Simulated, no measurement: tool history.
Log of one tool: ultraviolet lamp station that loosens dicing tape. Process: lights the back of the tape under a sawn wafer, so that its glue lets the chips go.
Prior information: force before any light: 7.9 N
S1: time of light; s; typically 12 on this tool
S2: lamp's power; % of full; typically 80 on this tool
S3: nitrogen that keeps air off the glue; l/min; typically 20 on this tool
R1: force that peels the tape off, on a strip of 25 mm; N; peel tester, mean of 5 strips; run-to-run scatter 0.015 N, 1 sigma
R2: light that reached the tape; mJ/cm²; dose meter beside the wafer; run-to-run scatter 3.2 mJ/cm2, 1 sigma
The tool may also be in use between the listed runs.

Run 1, hour 0: usual settings. Result: R1 0.902 N, R2 451 mJ/cm².
Run 2, hour 41.5: usual settings. Result: R1 0.878 N, R2 443 mJ/cm².
Run 3, hour 89.5: usual settings. Result: R1 0.933 N, R2 434 mJ/cm².
Run 4, hour 123: usual settings but S3 14 l/min. Result: R1 1.26 N, R2 425 mJ/cm².
Run 5, hour 171.6: usual settings but S3 14 l/min. Result: R1 1.354 N, R2 412 mJ/cm².
Run 6, hour 199.9: usual settings but S3 14 l/min. Result: R1 1.359 N, R2 406 mJ/cm².
Run 7, hour 227.7: usual settings but S3 14 l/min. Result: R1 1.381 N, R2 402 mJ/cm².
Run 8, hour 255.5: usual settings but S1 9 s, S3 14 l/min. Result: R1 2.133 N, R2 289 mJ/cm².
Run 9, hour 305.4: usual settings but S1 9 s, S3 14 l/min. Result: R1 2.207 N, R2 284 mJ/cm².
Run 10, hour 347.1: usual settings but S2 64 % of full. Result: R1 1.695 N, R2 300 mJ/cm².
Run 11, hour 381.2: usual settings. Result: R1 1.265 N, R2 361 mJ/cm².
Run 12, hour 417.6: usual settings. Result: R1 1.375 N, R2 358 mJ/cm².
At hour 428.4: window cleaned of glue's vapour.
Run 13, hour 451.9: usual settings. Result: R1 1.499 N, R2 332 mJ/cm².
Run 14, hour 485.1: usual settings. Result: R1 1.475 N, R2 320 mJ/cm².
Run 15, hour 524.3: usual settings. Result: R1 1.499 N, R2 313 mJ/cm².
Run 16, hour 557.2: usual settings. Result: R1 1.647 N, R2 309 mJ/cm².
At hour 593.6: window cleaned of glue's vapour, once more.
Run 17, hour 597.2: usual settings. Result: R1 1.31 N, R2 355 mJ/cm².
Run 18, hour 628.4: usual settings. Result: R1 1.381 N, R2 347 mJ/cm².
Run 19, hour 648.9: usual settings. Result: R1 1.392 N, R2 344 mJ/cm².
Run 20, hour 689.1: usual settings. Result: R1 1.438 N, R2 334 mJ/cm².
Run 21, hour 710.5: usual settings. Result: R1 1.495 N, R2 327 mJ/cm².
Run 22, hour 748.6: usual settings. Result: R1 1.546 N, R2 319 mJ/cm².
Run 23, hour 784.2: usual settings but S2 96 % of full, S3 12 l/min. Result: R1 1.648 N, R2 374 mJ/cm².
Run 24, hour 821.8: usual settings but S2 96 % of full, S3 12 l/min. Result: R1 1.715 N, R2 366 mJ/cm².
Run 25, hour 871: usual settings but S1 20 s, S2 84 % of full, S3 15 l/min. Result: R1 0.884 N, R2 509 mJ/cm².
At hour 894.8: lamp changed.
Run 26, hour 919.9: usual settings but S1 20 s, S2 84 % of full, S3 15 l/min. Result: R1 0.367 N, R2 843 mJ/cm².
Run 27, hour 960.7: usual settings but S1 10 s, S2 74 % of full, S3 37 l/min. Result: R1 0.866 N, R2 360 mJ/cm².
Run 28, hour 1010.6: usual settings but S1 14 s, S3 17 l/min. Result: R1 0.714 N, R2 532 mJ/cm².
Run 29, hour 1056.6: usual settings but S1 14 s, S3 17 l/min. Result: R1 0.761 N, R2 529 mJ/cm².
Run 30, hour 1101.5: usual settings but S1 8 s, S2 73 % of full, S3 17 l/min. Result: R1 2.22 N, R2 268 mJ/cm².
Run 31, hour 1143.1: usual settings but S1 23 s, S2 85 % of full, S3 21 l/min. Result: R1 0.294 N, R2 868 mJ/cm².
Run 32, hour 1168.4: usual settings but S1 23 s, S2 85 % of full, S3 21 l/min. Result: R1 0.294 N, R2 866 mJ/cm².
Run 33, hour 1208: usual settings but S1 23 s, S2 85 % of full, S3 21 l/min. Result: R1 0.315 N, R2 844 mJ/cm².
Run 34, hour 1237: usual settings but S1 15 s, S2 95 % of full, S3 7 l/min. Result: R1 1.152 N, R2 597 mJ/cm².
Run 35, hour 1284.2: usual settings but S1 8 s, S2 66 % of full, S3 8 l/min. Result: R1 3.7 N, R2 217 mJ/cm².
Run 36, hour 1308.8: usual settings but S2 86 % of full, S3 9 l/min. Result: R1 1.707 N, R2 428 mJ/cm².
Run 37, hour 1358.7: usual settings but S1 16 s. Result: R1 0.712 N, R2 512 mJ/cm².
Run 38, hour 1383.9: usual settings but S1 16 s. Result: R1 0.734 N, R2 500 mJ/cm².
Run 39, hour 1415.7: usual settings but S1 16 s. Result: R1 0.776 N, R2 484 mJ/cm².
Run 40, hour 1450.3: usual settings but S1 16 s, S2 68 % of full. Result: R1 1.088 N, R2 403 mJ/cm².
Run 41, hour 1487.5: usual settings but S1 16 s, S2 68 % of full. Result: R1 1.093 N, R2 396 mJ/cm².
At hour 1533: window cleaned of glue's vapour.
Run 42, hour 1533: usual settings but S1 19 s, S2 61 % of full, S3 34 l/min. Result: R1 0.606 N, R2 448 mJ/cm².
Run 43, hour 1582.4: usual settings but S1 18 s, S2 75 % of full, S3 6 l/min. Result: R1 1.74 N, R2 505 mJ/cm².

3 options for the next run, each taken on its own from the tool as it stands now. Forecast them:
Run A, hour 1603.9: usual settings but S1 20 s, S2 81 % of full, S3 6 l/min. Result: R1 ?, R2 ?.
Run B, hour 1603.9: usual settings but S1 8 s, S2 60 % of full. Result: R1 ?, R2 ?.
Run C, hour 1603.9: usual settings. Result: R1 ?, R2 ?.

run     R1   R2
  A   1.35  609
  B  3.052  176
  C  1.306  355
With the hidden condition removed and each run's random variation left untouched, the same runs would have given:
run     R1   R2
  A  0.721  870
  B  2.082  253
  C  0.701  509

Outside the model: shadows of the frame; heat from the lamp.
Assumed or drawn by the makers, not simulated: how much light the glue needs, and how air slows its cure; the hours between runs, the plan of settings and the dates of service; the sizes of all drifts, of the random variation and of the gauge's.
